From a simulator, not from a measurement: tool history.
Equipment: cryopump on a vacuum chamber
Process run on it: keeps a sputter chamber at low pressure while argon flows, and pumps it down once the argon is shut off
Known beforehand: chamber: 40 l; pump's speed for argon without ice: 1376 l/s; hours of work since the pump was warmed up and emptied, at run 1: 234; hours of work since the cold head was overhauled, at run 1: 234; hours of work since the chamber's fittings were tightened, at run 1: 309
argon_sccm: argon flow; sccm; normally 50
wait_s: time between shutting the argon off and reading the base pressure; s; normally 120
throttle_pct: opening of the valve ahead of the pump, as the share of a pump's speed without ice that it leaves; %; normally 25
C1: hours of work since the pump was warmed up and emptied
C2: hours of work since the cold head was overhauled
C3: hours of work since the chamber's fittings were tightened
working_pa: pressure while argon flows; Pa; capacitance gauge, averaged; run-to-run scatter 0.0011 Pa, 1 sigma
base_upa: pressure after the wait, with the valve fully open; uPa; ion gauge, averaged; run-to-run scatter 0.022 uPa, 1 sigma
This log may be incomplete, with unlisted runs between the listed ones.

{"run": 1, "hour": 0.0, "argon_sccm": 50, "wait_s": 120, "throttle_pct": 25, "C1": 234, "C2": 234, "C3": 309, "working_pa": 0.2553, "base_upa": 1.35}
{"run": 2, "hour": 13.1, "argon_sccm": 50, "wait_s": 86, "throttle_pct": 25, "C1": 245, "C2": 245, "C3": 320, "working_pa": 0.2586, "base_upa": 1.67}
{"run": 3, "hour": 28.1, "argon_sccm": 50, "wait_s": 86, "throttle_pct": 16, "C1": 257, "C2": 257, "C3": 333, "working_pa": 0.3948, "base_upa": 1.65}
{"run": 4, "hour": 46.3, "argon_sccm": 50, "wait_s": 120, "throttle_pct": 25, "C1": 273, "C2": 273, "C3": 348, "working_pa": 0.2601, "base_upa": 1.49}
{"run": 5, "hour": 65.9, "argon_sccm": 50, "wait_s": 120, "throttle_pct": 25, "C1": 289, "C2": 289, "C3": 365, "working_pa": 0.2596, "base_upa": 1.56}
{"run": 6, "hour": 85.3, "argon_sccm": 50, "wait_s": 171, "throttle_pct": 25, "C1": 306, "C2": 306, "C3": 381, "working_pa": 0.2594, "base_upa": 1.49}
{"run": 7, "hour": 97.2, "argon_sccm": 50, "wait_s": 171, "throttle_pct": 25, "C1": 316, "C2": 316, "C3": 391, "working_pa": 0.2595, "base_upa": 1.54}
{"run": 8, "hour": 110.5, "argon_sccm": 50, "wait_s": 171, "throttle_pct": 25, "C1": 327, "C2": 327, "C3": 403, "working_pa": 0.2589, "base_upa": 1.54}
{"run": 9, "hour": 128.6, "argon_sccm": 50, "wait_s": 171, "throttle_pct": 25, "C1": 342, "C2": 342, "C3": 418, "working_pa": 0.2611, "base_upa": 1.65}
{"run": 10, "hour": 146.2, "argon_sccm": 50, "wait_s": 120, "throttle_pct": 25, "C1": 357, "C2": 357, "C3": 433, "working_pa": 0.2623, "base_upa": 1.78}
{"run": 11, "hour": 156.0, "argon_sccm": 50, "wait_s": 171, "throttle_pct": 25, "C1": 366, "C2": 366, "C3": 441, "working_pa": 0.2629, "base_upa": 1.75}
{"run": 12, "hour": 168.1, "argon_sccm": 50, "wait_s": 171, "throttle_pct": 25, "C1": 376, "C2": 376, "C3": 451, "working_pa": 0.2612, "base_upa": 1.72}
{"run": 13, "hour": 184.9, "argon_sccm": 50, "wait_s": 171, "throttle_pct": 25, "C1": 390, "C2": 390, "C3": 466, "working_pa": 0.2641, "base_upa": 1.74}
{"run": 14, "hour": 198.1, "argon_sccm": 50, "wait_s": 171, "throttle_pct": 25, "C1": 401, "C2": 401, "C3": 477, "working_pa": 0.2646, "base_upa": 1.8}
{"run": 15, "hour": 211.2, "argon_sccm": 50, "wait_s": 120, "throttle_pct": 25, "C1": 412, "C2": 412, "C3": 488, "working_pa": 0.2653, "base_upa": 2.03}
{"run": 16, "hour": 230.5, "argon_sccm": 50, "wait_s": 120, "throttle_pct": 25, "C1": 429, "C2": 429, "C3": 504, "working_pa": 0.2639, "base_upa": 2.02}
{"run": 17, "hour": 250.7, "argon_sccm": 50, "wait_s": 120, "throttle_pct": 25, "C1": 446, "C2": 446, "C3": 521, "working_pa": 0.268, "base_upa": 2.16}
{"run": 18, "hour": 263.7, "argon_sccm": 50, "wait_s": 120, "throttle_pct": 25, "C1": 457, "C2": 457, "C3": 532, "working_pa": 0.2659, "base_upa": 2.17}
{"run": 19, "hour": 273.5, "argon_sccm": 71, "wait_s": 56, "throttle_pct": 42, "C1": 465, "C2": 465, "C3": 541, "working_pa": 0.2396, "base_upa": 2.73}
{"run": 20, "hour": 289.3, "argon_sccm": 23, "wait_s": 67, "throttle_pct": 42, "C1": 478, "C2": 478, "C3": 554, "working_pa": 0.0787, "base_upa": 2.55}
{"run": 21, "hour": 305.2, "argon_sccm": 23, "wait_s": 67, "throttle_pct": 42, "C1": 492, "C2": 492, "C3": 567, "working_pa": 0.0785, "base_upa": 2.64}
{"run": 22, "hour": 314.3, "argon_sccm": 23, "wait_s": 67, "throttle_pct": 42, "C1": 499, "C2": 499, "C3": 575, "working_pa": 0.0772, "base_upa": 2.79}
{"run": 23, "hour": 329.6, "argon_sccm": 23, "wait_s": 67, "throttle_pct": 42, "C1": 512, "C2": 512, "C3": 588, "working_pa": 0.078, "base_upa": 2.75}
{"run": 24, "hour": 340.5, "argon_sccm": 50, "wait_s": 62, "throttle_pct": 18, "C1": 522, "C2": 522, "C3": 597, "working_pa": 0.3693, "base_upa": 2.79}
{"run": 25, "hour": 355.1, "argon_sccm": 50, "wait_s": 62, "throttle_pct": 18, "C1": 534, "C2": 534, "C3": 610, "working_pa": 0.3669, "base_upa": 2.97}
{"hour": 374.5, "done": "pump warmed up, emptied and cooled again"}
{"run": 26, "hour": 377.8, "argon_sccm": 98, "wait_s": 120, "throttle_pct": 37, "C1": 3, "C2": 549, "C3": 625, "working_pa": 0.3289, "base_upa": 1.91}
{"run": 27, "hour": 388.8, "argon_sccm": 27, "wait_s": 120, "throttle_pct": 59, "C1": 12, "C2": 558, "C3": 634, "working_pa": 0.0564, "base_upa": 1.93}
{"run": 28, "hour": 401.0, "argon_sccm": 89, "wait_s": 120, "throttle_pct": 59, "C1": 22, "C2": 569, "C3": 644, "working_pa": 0.1879, "base_upa": 1.98}
{"run": 29, "hour": 414.9, "argon_sccm": 89, "wait_s": 120, "throttle_pct": 59, "C1": 34, "C2": 580, "C3": 656, "working_pa": 0.19, "base_upa": 1.98}
{"run": 30, "hour": 433.2, "argon_sccm": 28, "wait_s": 45, "throttle_pct": 46, "C1": 50, "C2": 596, "C3": 671, "working_pa": 0.0768, "base_upa": 2.7}
{"run": 31, "hour": 441.6, "argon_sccm": 55, "wait_s": 169, "throttle_pct": 21, "C1": 57, "C2": 603, "C3": 678, "working_pa": 0.3223, "base_upa": 1.95}
{"run": 32, "hour": 458.4, "argon_sccm": 25, "wait_s": 264, "throttle_pct": 25, "C1": 71, "C2": 617, "C3": 693, "working_pa": 0.124, "base_upa": 1.81}
{"run": 33, "hour": 476.6, "argon_sccm": 25, "wait_s": 264, "throttle_pct": 25, "C1": 86, "C2": 632, "C3": 708, "working_pa": 0.1254, "base_upa": 1.85}
{"run": 34, "hour": 486.5, "argon_sccm": 25, "wait_s": 240, "throttle_pct": 40, "C1": 95, "C2": 641, "C3": 716, "working_pa": 0.0786, "base_upa": 2.0}

A few steps of working_pa between consecutive runs. Split each: what settings, incoming material and random variation would produce without the hidden state, and what is left over for the hidden state, along with gauge scatter present in only one of the two compared results (measured, and without hidden state):
Hidden conditions of the tool in this case: pump's speed, % of a pump's without ice; cold plate's temperature, K; leak into the chamber, uPa l/s; drift of the gauge itself on working_pa, %; drift of the gauge itself on base_upa, %.
Run 19 -> 20: argon_sccm 71 -> 23, wait_s 56 -> 67. working_pa -0.1609 Pa: hidden state -0.0214, all else -0.1395.
Run 23 -> 24: argon_sccm 23 -> 50, wait_s 67 -> 62, throttle_pct 42 -> 18. working_pa +0.2913 Pa: hidden state +0.0146, all else +0.2767.
Run 25 -> 26: argon_sccm 50 -> 98, wait_s 62 -> 120, throttle_pct 18 -> 37, pump warmed up, emptied and cooled again. working_pa -0.0380 Pa: hidden state -0.0250, all else -0.0130.
Run 26 -> 27: argon_sccm 98 -> 27, throttle_pct 37 -> 59. working_pa -0.2725 Pa: hidden state -0.0013, all else -0.2712.
Run 30 -> 31: argon_sccm 28 -> 55, wait_s 45 -> 169, throttle_pct 46 -> 21. working_pa +0.2455 Pa: hidden state +0.0017, all else +0.2438.
